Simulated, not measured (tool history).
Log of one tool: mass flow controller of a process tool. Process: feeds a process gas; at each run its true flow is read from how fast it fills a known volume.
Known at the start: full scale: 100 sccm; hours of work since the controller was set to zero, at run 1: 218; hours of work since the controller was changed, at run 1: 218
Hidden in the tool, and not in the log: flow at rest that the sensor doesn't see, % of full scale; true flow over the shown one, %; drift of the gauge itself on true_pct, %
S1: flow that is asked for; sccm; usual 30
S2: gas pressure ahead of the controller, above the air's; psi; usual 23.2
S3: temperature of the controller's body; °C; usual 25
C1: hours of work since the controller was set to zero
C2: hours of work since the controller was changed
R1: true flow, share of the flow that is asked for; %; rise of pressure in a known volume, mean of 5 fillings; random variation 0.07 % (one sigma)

Run 1, day 0: usual settings; C1 218; C2 218. Result: R1 97.41 %.
Run 2, day 12.908: usual settings but S2 25.4 psi; C1 409; C2 409. Result: R1 97.39 %.
Run 3, day 29.246: usual settings but S2 25.4 psi; C1 650; C2 650. Result: R1 97.33 %.
Run 4, day 38.929: usual settings but S2 25.4 psi; C1 792; C2 792. Result: R1 97.18 %.
Run 5, day 48.804: usual settings but S3 29 °C; C1 938; C2 938. Result: R1 96.82 %.
Run 6, day 63.667: usual settings but S1 20 sccm; C1 1157; C2 1157. Result: R1 96.77 %.
Run 7, day 72.379: usual settings but S1 20 sccm; C1 1286; C2 1286. Result: R1 96.73 %.
Run 8, day 90.096: usual settings but S1 20 sccm; C1 1547; C2 1547. Result: R1 96.59 %.
Run 9, day 103.417: usual settings; C1 1744; C2 1744. Result: R1 96.88 %.
Run 10, day 117.954: usual settings; C1 1958; C2 1958. Result: R1 96.82 %.
Run 11, day 130.392: usual settings; C1 2142; C2 2142. Result: R1 96.67 %.
Run 12, day 148.946: usual settings; C1 2415; C2 2415. Result: R1 96.63 %.
Run 13, day 165.883: usual settings; C1 2665; C2 2665. Result: R1 96.6 %.
Run 14, day 183.096: usual settings but S2 31.6 psi; C1 2919; C2 2919. Result: R1 96.75 %.
Run 15, day 196.633: usual settings but S1 76 sccm; C1 3119; C2 3119. Result: R1 97.9 %.
Run 16, day 213.062: usual settings but S1 76 sccm; C1 3361; C2 3361. Result: R1 97.85 %.
Run 17, day 223.383: usual settings but S1 76 sccm; C1 3513; C2 3513. Result: R1 97.94 %.
Run 18, day 234.854: usual settings but S1 76 sccm; C1 3683; C2 3683. Result: R1 97.7 %.
Run 19, day 251.046: usual settings but S1 76 sccm; C1 3922; C2 3922. Result: R1 97.65 %.
At day 258.321: gauge calibrated.
Run 20, day 267.958: usual settings but S1 76 sccm; C1 4171; C2 4171. Result: R1 98.88 %.
Run 21, day 283.479: usual settings but S3 30 °C; C1 4400; C2 4400. Result: R1 96.86 %.
Run 22, day 295.408: usual settings but S3 30 °C; C1 4576; C2 4576. Result: R1 96.8 %.
Run 23, day 312.675: usual settings but S1 18 sccm, S3 30 °C; C1 4831; C2 4831. Result: R1 96.25 %.
Run 24, day 325.642: usual settings but S1 21 sccm; C1 5022; C2 5022. Result: R1 96.81 %.
Run 25, day 339.079: usual settings but S1 14 sccm, S3 37 °C; C1 5220; C2 5220. Result: R1 95.42 %.
Run 26, day 353.812: usual settings but S1 48 sccm; C1 5438; C2 5438. Result: R1 97.49 %.
Run 27, day 368.254: usual settings but S1 64 sccm, S2 32.5 psi, S3 38 °C; C1 5651; C2 5651. Result: R1 97.3 %.
Run 28, day 384.358: usual settings but S1 64 sccm, S2 23.5 psi, S3 22 °C; C1 5888; C2 5888. Result: R1 98.18 %.
Run 29, day 401.425: usual settings but S1 24 sccm, S3 30 °C; C1 6140; C2 6140. Result: R1 96.19 %.
Run 30, day 418.442: usual settings but S2 22 psi, S3 35 °C; C1 6391; C2 6391. Result: R1 95.85 %.
Run 31, day 428.467: usual settings but S2 21.9 psi, S3 23 °C; C1 6539; C2 6539. Result: R1 96.66 %.
Run 32, day 438.888: usual settings but S1 26 sccm, S2 37 psi, S3 34 °C; C1 6693; C2 6693. Result: R1 96.12 %.
Run 33, day 450.133: usual settings but S1 26 sccm, S2 37 psi, S3 34 °C; C1 6859; C2 6859. Result: R1 96.23 %.
Run 34, day 463.142: usual settings but S1 26 sccm, S2 37 psi, S3 28 °C; C1 7050; C2 7050. Result: R1 96.47 %.
Run 35, day 478.546: usual settings but S1 27 sccm, S3 24 °C; C1 7278; C2 7278. Result: R1 96.2 %.
Run 36, day 496.267: usual settings but S1 25 sccm, S2 40 psi, S3 22 °C; C1 7539; C2 7539. Result: R1 96.71 %.
Run 37, day 511.25: usual settings but S1 25 sccm, S2 33.6 psi, S3 22 °C; C1 7760; C2 7760. Result: R1 96.72 %.
Run 38, day 519.333: usual settings but S1 28 sccm, S2 31.3 psi; C1 7879; C2 7879. Result: R1 96.41 %.
Run 39, day 532.229: usual settings but S1 28 sccm, S2 31.3 psi, S3 21 °C; C1 8070; C2 8070. Result: R1 96.64 %.
At day 535.171: controller's zero set anew.
At day 546.717: controller exchanged for a calibrated one.
Run 40, day 550.438: usual settings but S1 28 sccm, S2 31.3 psi, S3 21 °C; C1 55; C2 55. Result: R1 96.49 %.
Run 41, day 562.65: usual settings but S1 58 sccm, S2 30.3 psi, S3 33 °C; C1 235; C2 235. Result: R1 96.46 %.
Run 42, day 576.412: usual settings but S1 26 sccm, S2 22.8 psi, S3 29 °C; C1 438; C2 438. Result: R1 95.47 %.
Run 43, day 589.379: usual settings but S1 27 sccm, S2 27.1 psi, S3 30 °C; C1 629; C2 629. Result: R1 95.32 %.
Run 44, day 607.233: usual settings but S2 22.8 psi, S3 21 °C; C1 893; C2 893. Result: R1 95.88 %.
Run 45, day 618.625: usual settings but S1 13 sccm, S2 35.1 psi, S3 21 °C; C1 1061; C2 1061. Result: R1 95.87 %.
Run 46, day 627.088: usual settings but S1 13 sccm, S2 35.1 psi, S3 21 °C; C1 1186; C2 1186. Result: R1 95.75 %.
Run 47, day 643.625: usual settings but S1 27 sccm, S2 34.4 psi, S3 31 °C; C1 1430; C2 1430. Result: R1 95.38 %.

Forecast each of these 4 alternatives for the next run:
Run A, day 651.888: usual settings but S3 22 °C; C1 1551; C2 1551. Result: R1 ?.
Run B, day 651.888: usual settings but S2 22.9 psi; C1 1551; C2 1551. Result: R1 ?.
Run C, day 651.888: usual settings but S1 99 sccm, S2 32.2 psi, S3 33 °C; C1 1551; C2 1551. Result: R1 ?.
Run D, day 651.888: usual settings but S1 72 sccm, S2 31.3 psi; C1 1551; C2 1551. Result: R1 ?.

run     R1
  A  95.71
  B  95.41
  C  97.44
  D  97.03
Without the tool's hidden state the same runs would have given:
run     R1
  A  97.65
  B  97.34
  C  99.41
  D  98.99
